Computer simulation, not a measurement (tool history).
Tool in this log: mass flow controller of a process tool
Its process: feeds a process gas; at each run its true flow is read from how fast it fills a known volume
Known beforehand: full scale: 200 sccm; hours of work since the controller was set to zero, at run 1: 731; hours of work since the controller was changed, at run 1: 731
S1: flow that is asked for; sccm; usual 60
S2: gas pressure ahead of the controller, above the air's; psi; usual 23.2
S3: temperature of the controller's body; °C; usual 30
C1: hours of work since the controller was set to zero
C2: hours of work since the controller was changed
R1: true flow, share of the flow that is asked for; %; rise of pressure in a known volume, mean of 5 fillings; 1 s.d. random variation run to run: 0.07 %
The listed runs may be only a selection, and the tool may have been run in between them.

run	hour	S1	S2	S3	C1	C2	R1
1	0	60	23.2	30	731	731	99.03
2	157.9	60	23.2	30	842	842	98.89
3	320	60	23.2	30	956	956	98.93
4	441.8	60	23.2	25	1042	1042	98.46
5	608.9	60	23.2	25	1159	1159	98.41
6	700.5	60	23.2	25	1224	1224	98.37
# hour 711.9: controller's zero set anew
7	814.6	64	23.2	30	72	1304	98.63
8	930.8	23	31	29	154	1385	96.31
9	1020.1	46	31	21	217	1448	97.13
# hour 1128.4: controller's zero set anew, once more
10	1136.2	46	31	21	5	1529	98.39
11	1287.3	46	31	21	112	1636	98.2

3 ways to go on from here, each from the tool as it stands after run 11. What would each give?
A	1364.1	46	31	24	166	1689	?
B	1364.1	67	25.8	21	166	1689	?
C	1364.1	60	39.3	30	166	1689	?

run	R1
A	98.53
B	98.68
C	98.75
Had the tool no hidden state, the same runs would have come out as:
run	R1
A	98.56
B	98.64
C	98.72

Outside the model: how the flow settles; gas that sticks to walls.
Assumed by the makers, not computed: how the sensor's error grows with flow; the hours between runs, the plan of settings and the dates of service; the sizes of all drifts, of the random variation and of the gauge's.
